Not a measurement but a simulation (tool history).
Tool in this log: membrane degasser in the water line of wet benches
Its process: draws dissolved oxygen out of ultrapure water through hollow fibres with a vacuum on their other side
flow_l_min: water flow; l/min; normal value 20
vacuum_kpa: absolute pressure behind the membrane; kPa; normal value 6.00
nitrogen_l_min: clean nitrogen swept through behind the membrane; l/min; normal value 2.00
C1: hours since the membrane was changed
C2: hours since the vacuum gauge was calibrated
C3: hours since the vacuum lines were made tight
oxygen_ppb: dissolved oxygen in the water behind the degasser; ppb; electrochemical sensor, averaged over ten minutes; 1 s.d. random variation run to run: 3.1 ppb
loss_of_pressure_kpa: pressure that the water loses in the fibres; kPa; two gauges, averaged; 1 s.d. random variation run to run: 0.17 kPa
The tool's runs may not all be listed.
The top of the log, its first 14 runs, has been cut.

At hour 772.2: vacuum gauge calibrated, once more.
Run 15, hour 781.4: usual settings but nitrogen_l_min 3.82 l/min; C1 3290; C2 9; C3 3736. Result: oxygen_ppb 314.6 ppb, loss_of_pressure_kpa 27.65 kPa.
Run 16, hour 846.2: usual settings; C1 3354; C2 74; C3 3801. Result: oxygen_ppb 346.7 ppb, loss_of_pressure_kpa 27.71 kPa.
Run 17, hour 908.8: usual settings but flow_l_min 15 l/min, nitrogen_l_min 3.63 l/min; C1 3417; C2 137; C3 3864. Result: oxygen_ppb 197.0 ppb, loss_of_pressure_kpa 20.80 kPa.
Run 18, hour 977.1: usual settings but flow_l_min 13 l/min, nitrogen_l_min 1.01 l/min; C1 3485; C2 205; C3 3932. Result: oxygen_ppb 209.3 ppb, loss_of_pressure_kpa 18.05 kPa.
At hour 986.0: seals of the vacuum lines changed.
Run 19, hour 1024.8: usual settings but flow_l_min 27 l/min, vacuum_kpa 6.77 kPa, nitrogen_l_min 1.01 l/min; C1 3531; C2 251; C3 39. Result: oxygen_ppb 614.2 ppb, loss_of_pressure_kpa 37.76 kPa.
Run 20, hour 1089.3: usual settings but flow_l_min 28 l/min, vacuum_kpa 7.96 kPa; C1 3596; C2 315; C3 103. Result: oxygen_ppb 600.3 ppb, loss_of_pressure_kpa 39.60 kPa.
Run 21, hour 1166.3: usual settings but flow_l_min 28 l/min, vacuum_kpa 4.55 kPa, nitrogen_l_min 2.79 l/min; C1 3673; C2 392; C3 180. Result: oxygen_ppb 494.9 ppb, loss_of_pressure_kpa 39.07 kPa.
Run 22, hour 1214.7: usual settings but flow_l_min 28 l/min, vacuum_kpa 7.73 kPa, nitrogen_l_min 5.73 l/min; C1 3721; C2 440; C3 229. Result: oxygen_ppb 517.1 ppb, loss_of_pressure_kpa 38.87 kPa.
Run 23, hour 1254.7: usual settings but flow_l_min 28 l/min, vacuum_kpa 9.41 kPa, nitrogen_l_min 3.17 l/min; C1 3761; C2 480; C3 269. Result: oxygen_ppb 575.3 ppb, loss_of_pressure_kpa 39.33 kPa.
Run 24, hour 1335.1: usual settings but flow_l_min 19 l/min, vacuum_kpa 9.41 kPa, nitrogen_l_min 4.19 l/min; C1 3841; C2 561; C3 349. Result: oxygen_ppb 327.1 ppb, loss_of_pressure_kpa 26.63 kPa.
Run 25, hour 1398.8: usual settings but flow_l_min 19 l/min, vacuum_kpa 9.41 kPa, nitrogen_l_min 4.19 l/min; C1 3905; C2 625; C3 413. Result: oxygen_ppb 329.9 ppb, loss_of_pressure_kpa 26.55 kPa.
Run 26, hour 1454.4: usual settings but vacuum_kpa 13.14 kPa, nitrogen_l_min 2.63 l/min; C1 3961; C2 680; C3 468. Result: oxygen_ppb 451.9 ppb, loss_of_pressure_kpa 28.10 kPa.
Run 27, hour 1506.6: usual settings but nitrogen_l_min 0.98 l/min; C1 4013; C2 732; C3 521. Result: oxygen_ppb 413.2 ppb, loss_of_pressure_kpa 27.84 kPa.
Run 28, hour 1588.0: usual settings but nitrogen_l_min 1.41 l/min; C1 4094; C2 814; C3 602. Result: oxygen_ppb 372.3 ppb, loss_of_pressure_kpa 28.24 kPa.
Run 29, hour 1626.7: usual settings but nitrogen_l_min 1.41 l/min; C1 4133; C2 853; C3 641. Result: oxygen_ppb 377.5 ppb, loss_of_pressure_kpa 28.27 kPa.
Run 30, hour 1682.2: usual settings but vacuum_kpa 6.26 kPa, nitrogen_l_min 2.80 l/min; C1 4188; C2 908; C3 696. Result: oxygen_ppb 339.2 ppb, loss_of_pressure_kpa 28.08 kPa.
Run 31, hour 1732.8: usual settings but flow_l_min 28 l/min, vacuum_kpa 4.02 kPa, nitrogen_l_min 2.62 l/min; C1 4239; C2 959; C3 747. Result: oxygen_ppb 495.1 ppb, loss_of_pressure_kpa 39.41 kPa.
Run 32, hour 1785.8: usual settings but flow_l_min 16 l/min, vacuum_kpa 7.23 kPa, nitrogen_l_min 2.62 l/min; C1 4292; C2 1012; C3 800. Result: oxygen_ppb 256.6 ppb, loss_of_pressure_kpa 22.74 kPa.

4 options for the next run, each taken on its own from the tool as it stands now. Forecast them:
Run A, hour 1839.2: usual settings but vacuum_kpa 3.84 kPa; C1 4345; C2 1065; C3 853. Result: oxygen_ppb ?, loss_of_pressure_kpa ?.
Run B, hour 1839.2: usual settings but vacuum_kpa 6.03 kPa, nitrogen_l_min 3.22 l/min; C1 4345; C2 1065; C3 853. Result: oxygen_ppb ?, loss_of_pressure_kpa ?.
Run C, hour 1839.2: usual settings but nitrogen_l_min 0.99 l/min; C1 4345; C2 1065; C3 853. Result: oxygen_ppb ?, loss_of_pressure_kpa ?.
Run D, hour 1839.2: usual settings but flow_l_min 16 l/min, vacuum_kpa 7.23 kPa, nitrogen_l_min 2.28 l/min; C1 4345; C2 1065; C3 853. Result: oxygen_ppb ?, loss_of_pressure_kpa ?.

run  oxygen_ppb  loss_of_pressure_kpa
  A       302.6                 28.40
  B       331.7                 28.40
  C       412.7                 28.10
  D       262.9                 22.55
With the hidden condition removed and each run's random variation left untouched, the same runs would have given:
run  oxygen_ppb  loss_of_pressure_kpa
  A       262.5                 27.23
  B       291.8                 27.22
  C       371.5                 26.93
  D       232.7                 21.61
